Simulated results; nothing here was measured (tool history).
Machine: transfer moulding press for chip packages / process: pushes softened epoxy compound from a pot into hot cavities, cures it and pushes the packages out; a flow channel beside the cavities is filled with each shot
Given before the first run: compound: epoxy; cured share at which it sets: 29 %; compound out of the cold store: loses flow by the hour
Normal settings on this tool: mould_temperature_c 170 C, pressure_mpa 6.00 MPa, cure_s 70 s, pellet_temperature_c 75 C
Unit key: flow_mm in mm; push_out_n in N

run,hour,mould_temperature_c,pressure_mpa,cure_s,pellet_temperature_c,incoming compound's hours out of the cold store,flow_mm,push_out_n
1,0.0,170,6.00,70,75,45.4,725,480
2,13.0,170,6.00,70,75,31.9,783,509
3,27.7,170,6.00,70,69,16.8,855,518
# hour 47.3: cavities cleaned with cleaning compound and waxed
4,47.3,170,6.00,70,69,33.8,773,496
5,59.5,175,6.00,70,75,31.4,775,420
6,76.1,175,6.00,70,75,25.6,803,449
7,92.4,175,6.00,70,75,42.0,724,448
8,115.0,170,6.00,99,75,13.9,877,430
9,132.9,170,6.00,99,75,30.1,791,433
# hour 152.9: cavities cleaned with cleaning compound and waxed
10,158.1,170,6.00,70,75,15.5,875,506
# hour 163.3: plunger's sealing rings changed
11,188.3,170,6.00,70,66,12.9,890,491
12,203.8,170,6.00,70,66,21.1,828,502
13,215.8,169,6.00,70,66,44.5,726,517
14,235.8,170,6.00,70,66,11.9,896,528
# hour 260.6: cavities cleaned with cleaning compound and waxed
15,263.4,170,6.00,70,66,45.1,715,479
16,290.8,164,6.00,90,75,22.1,848,480
17,319.1,163,5.89,74,75,33.8,785,629
18,337.9,170,6.77,73,81,8.2,967,498

For run 19, what comes out?
19,363.4,170,6.77,73,81,13.1,?,?

For run 19 the tool returned flow_mm 934 mm, push_out_n 493 N.
With the hidden condition absent and the run-to-run variation left alone, this run would have shown flow_mm 935 mm, push_out_n 487 N.
